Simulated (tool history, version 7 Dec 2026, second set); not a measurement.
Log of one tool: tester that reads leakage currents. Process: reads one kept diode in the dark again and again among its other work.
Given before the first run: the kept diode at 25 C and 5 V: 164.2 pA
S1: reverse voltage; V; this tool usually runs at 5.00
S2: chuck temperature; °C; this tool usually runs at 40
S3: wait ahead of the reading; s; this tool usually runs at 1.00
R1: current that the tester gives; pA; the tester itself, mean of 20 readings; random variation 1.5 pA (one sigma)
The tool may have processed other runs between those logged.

run	hour	S1	S2	S3	R1
1	0.0	5.00	40	1.00	510.33
2	173.2	5.00	20	1.00	109.21
3	346.5	5.63	40	1.00	530.04
4	515.5	5.00	40	0.44	512.12
5	673.9	5.00	40	0.44	509.31
# hour 767.0: chuck's temperature calibrated
# hour 804.5: probe card cleaned and baked
6	848.6	5.00	40	0.47	512.44
7	1024.3	5.00	40	0.47	512.29
8	1227.6	5.00	40	0.47	508.79
9	1329.4	5.00	40	1.00	511.14
10	1532.8	5.00	40	1.00	511.91
# hour 1750.9: tester calibrated
11	1750.9	5.00	40	1.00	514.63
12	1907.5	5.00	40	1.00	510.11
13	2038.7	5.00	40	1.00	511.29
14	2269.3	5.00	55	1.00	1427.86
# hour 2347.4: chuck's temperature calibrated
15	2371.1	5.00	55	1.00	1427.84
16	2593.0	5.00	55	1.00	1437.47
17	2706.7	10.28	40	2.15	648.33
18	2837.1	5.77	29	2.54	235.64
19	2937.0	13.48	58	0.93	2429.05
20	3137.2	2.31	43	2.50	489.23
21	3240.7	2.57	28	2.50	166.53
22	3468.9	1.59	41	0.43	377.61
23	3596.1	3.76	41	0.74	497.33
24	3732.8	3.76	41	0.74	498.36
25	3881.6	3.76	41	0.74	498.78
# hour 3926.2: chuck's temperature calibrated
26	4105.9	1.31	58	0.89	1122.91
27	4211.5	1.31	58	0.89	1123.12
28	4368.4	2.18	57	0.32	1237.10
29	4575.1	2.28	44	1.00	522.62
30	4707.8	5.00	40	1.06	507.78
31	4843.6	5.00	40	6.32	509.08

Some steps in R1 between neighbouring runs. How much of each would the tool show without its hidden state too (settings, what came in, random variation), and how much is left for the hidden state, with any gauge scatter that isn't in both results?
The tool's hidden condition here consists of: stray current of the dirty probe card, pA a volt; current scale over the true one, %; true chuck temperature over the reading, C; drift of the gauge itself on leakage_pa, %.
Run 13 -> 14: S2 40 -> 55. R1 +916.57 pA: hidden state -1.54, all else +918.11.
Run 14 -> 15: chuck's temperature calibrated. R1 -0.02 pA: hidden state +2.45, all else -2.47.
Run 18 -> 19: S1 5.77 -> 13.48, S2 29 -> 58, S3 2.54 -> 0.93. R1 +2193.41 pA: hidden state -1.08, all else +2194.49.
Run 19 -> 20: S1 13.48 -> 2.31, S2 58 -> 43, S3 0.93 -> 2.50. R1 -1939.82 pA: hidden state +0.80, all else -1940.62.
